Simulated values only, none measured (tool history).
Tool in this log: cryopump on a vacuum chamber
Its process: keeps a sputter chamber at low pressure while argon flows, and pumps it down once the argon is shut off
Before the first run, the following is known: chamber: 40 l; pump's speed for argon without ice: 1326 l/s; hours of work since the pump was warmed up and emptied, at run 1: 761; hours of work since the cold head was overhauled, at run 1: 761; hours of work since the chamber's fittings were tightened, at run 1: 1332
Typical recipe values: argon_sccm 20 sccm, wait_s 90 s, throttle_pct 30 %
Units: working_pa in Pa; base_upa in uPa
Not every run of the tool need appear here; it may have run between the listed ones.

run	hour	argon_sccm	wait_s	throttle_pct	hours of work since the pump was warmed up and emptied	hours of work since the cold head was overhauled	hours of work since the chamber's fittings were tightened	working_pa	base_upa
1	0.0	20	90	30	761	761	1332	0.0900	2.95
2	29.3	20	46	30	777	777	1348	0.0903	3.83
3	73.3	20	46	30	801	801	1372	0.0911	3.68
4	136.5	20	46	30	836	836	1407	0.0917	3.82
# hour 175.0: leaking fittings of the chamber tightened, without venting
5	184.8	20	46	30	861	861	5	0.0928	2.00
6	211.3	20	90	30	875	875	20	0.0926	1.11
7	238.4	20	90	30	890	890	35	0.0933	1.14
8	270.0	20	90	30	908	908	52	0.0923	1.22
9	321.4	8	46	30	936	936	80	0.0384	2.00
10	349.6	9	55	23	951	951	96	0.0542	1.80
11	381.1	9	134	34	968	968	113	0.0371	1.04
12	437.5	20	88	46	999	999	144	0.0654	1.34
13	464.7	20	39	19	1014	1014	159	0.1435	2.44
14	515.0	14	50	30	1042	1042	186	0.0664	2.08
15	543.2	14	50	30	1057	1057	202	0.0668	2.09
16	605.9	20	90	48	1091	1091	236	0.0633	1.51

Hidden state at the last listed run before each entry between runs and at the first one after, where it differs:
In the gap between runs 4 and 5: leaking fittings of the chamber tightened, without venting (hour 175.0)
  pump's speed, % of a pump's without ice: 79.3 -> 78.6; cold plate's temperature, K: 12.67 -> 12.68; leak into the chamber, uPa l/s: 2286 -> 309
  what was measured, less what the result would be without the hidden state, working_pa: +0.0070 -> +0.0074 Pa; base_upa: +1.97 -> +0.07 uPa
